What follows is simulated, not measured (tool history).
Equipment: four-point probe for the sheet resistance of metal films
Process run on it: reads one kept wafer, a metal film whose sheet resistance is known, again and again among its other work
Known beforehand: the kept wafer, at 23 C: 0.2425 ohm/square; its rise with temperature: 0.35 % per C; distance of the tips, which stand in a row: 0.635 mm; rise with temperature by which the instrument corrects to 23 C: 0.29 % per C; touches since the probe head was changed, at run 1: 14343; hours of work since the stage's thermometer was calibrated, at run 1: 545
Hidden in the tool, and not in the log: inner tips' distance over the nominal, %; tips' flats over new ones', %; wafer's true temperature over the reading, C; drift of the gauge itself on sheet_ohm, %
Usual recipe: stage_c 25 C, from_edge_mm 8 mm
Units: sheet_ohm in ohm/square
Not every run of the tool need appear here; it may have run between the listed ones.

run	hour	stage_c	from_edge_mm	touches since the probe head was changed	hours of work since the stage's thermometer was calibrated	sheet_ohm
1	0	25	8	14343	545	0.243834
2	11.9	25	8	14709	550	0.243833
3	29	25	8	15240	557	0.243728
4	40.1	25	33	15580	561	0.243059
5	51.7	25	33	15939	566	0.24302
6	65	25	33	16349	572	0.243081
7	77.6	28	8	16738	577	0.244385
8	86.5	29	8	17014	580	0.244535
9	102.7	29	8	17514	587	0.244474
10	118.1	26	27	17990	593	0.243306
11	134.6	26	27	18500	600	0.243241
12	144.4	26	27	18802	604	0.243279
13	160.6	32	21	19302	611	0.244214
14	171.1	24	6	19626	615	0.244335
15	183.4	31	28	20007	620	0.244057
16	201.4	29	9	20564	628	0.244264

Predict each of these 5 candidate next runs independently; none follows another, all start after run 16:
A	214.8	22	4	20977	633	?
B	214.8	29	25	20977	633	?
C	214.8	31	3	20977	633	?
D	214.8	30	14	20977	633	?
E	214.8	22	13	20977	633	?

run	sheet_ohm
A	0.245776
B	0.243748
C	0.249756
D	0.244134
E	0.24293
The same runs, with their run-to-run variation unchanged, on a tool lacking any hidden condition would have given:
run	sheet_ohm
A	0.245543
B	0.243516
C	0.249518
D	0.243902
E	0.2427

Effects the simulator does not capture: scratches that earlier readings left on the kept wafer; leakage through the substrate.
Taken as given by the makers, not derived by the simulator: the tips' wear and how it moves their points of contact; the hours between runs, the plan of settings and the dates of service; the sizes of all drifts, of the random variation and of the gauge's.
